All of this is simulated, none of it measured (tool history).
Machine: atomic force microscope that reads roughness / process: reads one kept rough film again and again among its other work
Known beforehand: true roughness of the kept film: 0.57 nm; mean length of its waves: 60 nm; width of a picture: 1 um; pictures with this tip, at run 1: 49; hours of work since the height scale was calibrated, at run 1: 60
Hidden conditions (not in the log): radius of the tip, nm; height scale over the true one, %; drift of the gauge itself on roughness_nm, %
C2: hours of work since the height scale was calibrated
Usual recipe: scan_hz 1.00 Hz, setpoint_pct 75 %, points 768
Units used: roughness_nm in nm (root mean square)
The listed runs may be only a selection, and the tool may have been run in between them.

run 1 hour=0.0 | scan_hz=1.00 setpoint_pct=75 points=768 | pictures_with_this_tip=49 C2=60 | roughness_nm=0.5394
run 2 hour=34.3 | scan_hz=1.00 setpoint_pct=75 points=768 | pictures_with_this_tip=106 C2=80 | roughness_nm=0.5383
run 3 hour=57.7 | scan_hz=1.00 setpoint_pct=71 points=768 | pictures_with_this_tip=144 C2=94 | roughness_nm=0.5415
-- hour=65.4 new tip fitted
run 4 hour=90.8 | scan_hz=1.00 setpoint_pct=71 points=768 | pictures_with_this_tip=42 C2=113 | roughness_nm=0.5447
run 5 hour=139.1 | scan_hz=1.00 setpoint_pct=71 points=768 | pictures_with_this_tip=121 C2=142 | roughness_nm=0.5422
-- hour=159.0 new tip fitted
run 6 hour=193.3 | scan_hz=1.00 setpoint_pct=71 points=768 | pictures_with_this_tip=56 C2=173 | roughness_nm=0.5449
run 7 hour=219.3 | scan_hz=1.00 setpoint_pct=71 points=275 | pictures_with_this_tip=99 C2=189 | roughness_nm=0.5421
-- hour=255.9 new tip fitted
run 8 hour=263.0 | scan_hz=1.00 setpoint_pct=75 points=768 | pictures_with_this_tip=11 C2=214 | roughness_nm=0.5417
run 9 hour=311.9 | scan_hz=1.00 setpoint_pct=75 points=768 | pictures_with_this_tip=92 C2=243 | roughness_nm=0.5391
-- hour=353.9 new tip fitted
run 10 hour=365.6 | scan_hz=1.00 setpoint_pct=75 points=768 | pictures_with_this_tip=19 C2=275 | roughness_nm=0.5405
run 11 hour=408.4 | scan_hz=1.00 setpoint_pct=75 points=768 | pictures_with_this_tip=89 C2=300 | roughness_nm=0.5389
run 12 hour=442.7 | scan_hz=1.00 setpoint_pct=71 points=768 | pictures_with_this_tip=146 C2=321 | roughness_nm=0.5420
-- hour=447.9 new tip fitted
run 13 hour=493.5 | scan_hz=1.00 setpoint_pct=71 points=768 | pictures_with_this_tip=75 C2=350 | roughness_nm=0.5447
run 14 hour=518.7 | scan_hz=1.00 setpoint_pct=71 points=768 | pictures_with_this_tip=117 C2=365 | roughness_nm=0.5441
-- hour=542.1 new tip fitted
run 15 hour=542.1 | scan_hz=2.17 setpoint_pct=71 points=340 | pictures_with_this_tip=0 C2=379 | roughness_nm=0.5238
run 16 hour=588.3 | scan_hz=1.00 setpoint_pct=74 points=768 | pictures_with_this_tip=76 C2=406 | roughness_nm=0.5419
-- hour=636.5 new tip fitted
run 17 hour=636.9 | scan_hz=2.81 setpoint_pct=75 points=768 | pictures_with_this_tip=0 C2=435 | roughness_nm=0.5014
run 18 hour=662.4 | scan_hz=2.81 setpoint_pct=75 points=768 | pictures_with_this_tip=42 C2=450 | roughness_nm=0.4998
run 19 hour=698.5 | scan_hz=3.55 setpoint_pct=64 points=560 | pictures_with_this_tip=102 C2=471 | roughness_nm=0.5180
-- hour=731.9 new tip fitted
run 20 hour=737.6 | scan_hz=1.49 setpoint_pct=75 points=768 | pictures_with_this_tip=9 C2=494 | roughness_nm=0.5309
run 21 hour=782.2 | scan_hz=1.00 setpoint_pct=75 points=634 | pictures_with_this_tip=82 C2=520 | roughness_nm=0.5399
run 22 hour=822.6 | scan_hz=2.59 setpoint_pct=78 points=779 | pictures_with_this_tip=149 C2=544 | roughness_nm=0.4918
-- hour=827.2 new tip fitted
run 23 hour=865.8 | scan_hz=2.59 setpoint_pct=78 points=779 | pictures_with_this_tip=64 C2=569 | roughness_nm=0.4952
run 24 hour=906.2 | scan_hz=2.59 setpoint_pct=78 points=491 | pictures_with_this_tip=130 C2=593 | roughness_nm=0.4934
-- hour=922.3 new tip fitted
run 25 hour=956.7 | scan_hz=2.59 setpoint_pct=78 points=491 | pictures_with_this_tip=57 C2=623 | roughness_nm=0.4948

For each entry between runs, how does the tool's hidden state at the last listed run before it compare with that at the first listed run after it?
Logged between run 3 and run 4: new tip fitted (hour 65.4)
  radius of the tip, nm: 20.9 -> 11.4; height scale over the true one, %: 0.04 -> 0.05
  what was measured, less what the result would be without the hidden state, roughness_nm: -0.0045 -> -0.0012 nm (root mean square)
Logged between run 5 and run 6: new tip fitted (hour 159.0)
  radius of the tip, nm: 18.5 -> 12.4; height scale over the true one, %: 0.08 -> 0.11
  what was measured, less what the result would be without the hidden state, roughness_nm: -0.0034 -> -0.0013 nm (root mean square)
Logged between run 7 and run 8: new tip fitted (hour 255.9)
  radius of the tip, nm: 16.6 -> 8.1; height scale over the true one, %: 0.13 -> 0.15
  what was measured, less what the result would be without the hidden state, roughness_nm: -0.0025 -> +0.0004 nm (root mean square)
Logged between run 9 and run 10: new tip fitted (hour 353.9)
  radius of the tip, nm: 16.8 -> 9.1; height scale over the true one, %: 0.18 -> 0.21
  what was measured, less what the result would be without the hidden state, roughness_nm: -0.0023 -> +0.0004 nm (root mean square)
Logged between run 12 and run 13: new tip fitted (hour 447.9)
  radius of the tip, nm: 22 -> 14.4; height scale over the true one, %: 0.25 -> 0.28
  what was measured, less what the result would be without the hidden state, roughness_nm: -0.0037 -> -0.0009 nm (root mean square)
Logged between run 14 and run 15: new tip fitted (hour 542.1)
  radius of the tip, nm: 18.6 -> 7.7; height scale over the true one, %: 0.29 -> 0.31
  what was measured, less what the result would be without the hidden state, roughness_nm: -0.0023 -> +0.0014 nm (root mean square)
Logged between run 16 and run 17: new tip fitted (hour 636.5)
  radius of the tip, nm: 14.9 -> 7.3; height scale over the true one, %: 0.33 -> 0.36
  what was measured, less what the result would be without the hidden state, roughness_nm: -0.0008 -> +0.0017 nm (root mean square)
Logged between run 19 and run 20: new tip fitted (hour 731.9)
  radius of the tip, nm: 16.9 -> 8.2; height scale over the true one, %: 0.4 -> 0.42
  what was measured, less what the result would be without the hidden state, roughness_nm: -0.0012 -> +0.0018 nm (root mean square)
Logged between run 22 and run 23: new tip fitted (hour 827.2)
  radius of the tip, nm: 21.6 -> 13.2; height scale over the true one, %: 0.46 -> 0.49
  what was measured, less what the result would be without the hidden state, roughness_nm: -0.0022 -> +0.0004 nm (root mean square)
Logged between run 24 and run 25: new tip fitted (hour 922.3)
  radius of the tip, nm: 19.9 -> 13; height scale over the true one, %: 0.51 -> 0.54
  what was measured, less what the result would be without the hidden state, roughness_nm: -0.0014 -> +0.0008 nm (root mean square)
